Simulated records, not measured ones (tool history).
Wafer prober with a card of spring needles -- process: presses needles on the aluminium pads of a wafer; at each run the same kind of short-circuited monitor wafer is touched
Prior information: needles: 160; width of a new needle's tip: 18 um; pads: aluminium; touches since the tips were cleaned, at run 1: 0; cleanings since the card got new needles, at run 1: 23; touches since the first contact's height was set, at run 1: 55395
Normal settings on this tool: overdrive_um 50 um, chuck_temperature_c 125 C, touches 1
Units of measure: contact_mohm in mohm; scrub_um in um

| run | day | overdrive_um | chuck_temperature_c | touches | touches since the tips were cleaned | cleanings since the card got new needles | touches since the first contact's height was set | contact_mohm | scrub_um |
|---|---|---|---|---|---|---|---|---|---|
| 1 | 0 | 50 | 125 | 1 | 0 | 23 | 55395 | 285 | 9.58 |
| 2 | 0.342 | 50 | 125 | 1 | 2779 | 23 | 58174 | 477 | 9.57 |
|  | 0.638 | tips cleaned on abrasive film |
| 3 | 0.962 | 50 | 125 | 1 | 2670 | 24 | 63214 | 474 | 9.53 |
|  | 1.288 | tips cleaned on abrasive film |
| 4 | 1.65 | 50 | 117 | 1 | 2928 | 25 | 68770 | 493 | 9.51 |
|  | 1.971 | tips cleaned on abrasive film |
| 5 | 2.233 | 50 | 125 | 3 | 2127 | 26 | 73506 | 329 | 9.49 |
|  | 2.608 | tips cleaned on abrasive film |
|  | 2.621 | height of the first contact set anew |
| 6 | 2.625 | 50 | 125 | 3 | 27 | 27 | 27 | 271 | 9.83 |
| 7 | 2.921 | 50 | 125 | 3 | 2453 | 27 | 2453 | 334 | 9.81 |
| 8 | 3.238 | 50 | 54 | 1 | 5022 | 27 | 5022 | 558 | 9.82 |
|  | 3.296 | tips cleaned on abrasive film |
| 9 | 3.754 | 50 | 54 | 1 | 3760 | 28 | 9226 | 519 | 9.75 |
|  | 3.942 | tips cleaned on abrasive film |
| 10 | 4.35 | 50 | 54 | 1 | 3307 | 29 | 14030 | 512 | 9.76 |
|  | 4.579 | tips cleaned on abrasive film |
| 11 | 4.783 | 67 | 54 | 1 | 1658 | 30 | 17525 | 333 | 13.08 |
| 12 | 5.183 | 67 | 54 | 1 | 4933 | 30 | 20800 | 421 | 13.04 |
|  | 5.242 | tips cleaned on abrasive film |
| 13 | 5.583 | 67 | 54 | 1 | 2794 | 31 | 24038 | 367 | 13.01 |
|  | 5.896 | tips cleaned on abrasive film |
| 14 | 6.246 | 67 | 54 | 1 | 2839 | 32 | 29399 | 376 | 13.05 |
|  | 6.525 | tips cleaned on abrasive film |
| 15 | 6.575 | 34 | 125 | 1 | 395 | 33 | 32041 | 438 | 6.53 |
| 16 | 6.879 | 48 | 125 | 1 | 2881 | 33 | 34527 | 505 | 9.29 |
|  | 7.171 | tips cleaned on abrasive film |
| 17 | 7.254 | 50 | 125 | 1 | 685 | 34 | 37558 | 348 | 9.62 |
|  | 7.842 | tips cleaned on abrasive film |
| 18 | 7.842 | 53 | 26 | 1 | 0 | 35 | 42316 | 259 | 10.21 |
| 19 | 8.325 | 53 | 26 | 1 | 3920 | 35 | 46236 | 523 | 10.22 |
|  | 8.5 | tips cleaned on abrasive film |
| 20 | 8.804 | 53 | 38 | 2 | 2460 | 36 | 50121 | 367 | 10.22 |
|  | 9.15 | tips cleaned on abrasive film |
| 21 | 9.279 | 36 | 125 | 2 | 1052 | 37 | 53971 | 403 | 6.79 |
| 22 | 9.592 | 35 | 105 | 2 | 3589 | 37 | 56508 | 597 | 6.66 |
|  | 9.796 | tips cleaned on abrasive film |
| 23 | 10.271 | 45 | 78 | 1 | 3871 | 38 | 62015 | 622 | 8.55 |
|  | 10.425 | tips cleaned on abrasive film |
| 24 | 10.858 | 47 | 62 | 1 | 3538 | 39 | 66782 | 562 | 8.95 |
|  | 11.088 | tips cleaned on abrasive film |
| 25 | 11.283 | 47 | 62 | 1 | 1597 | 40 | 70212 | 440 | 8.91 |

Run 26 comes next. What will it give?
| 26 | 11.692 | 47 | 62 | 2 | 4913 | 40 | 73528 | ? | ? |

Run 26 came out at contact_mohm 483 mohm, scrub_um 8.96 um.
Had the tool carried no hidden state, the very same run would have given contact_mohm 245 mohm, scrub_um 9.23 um.
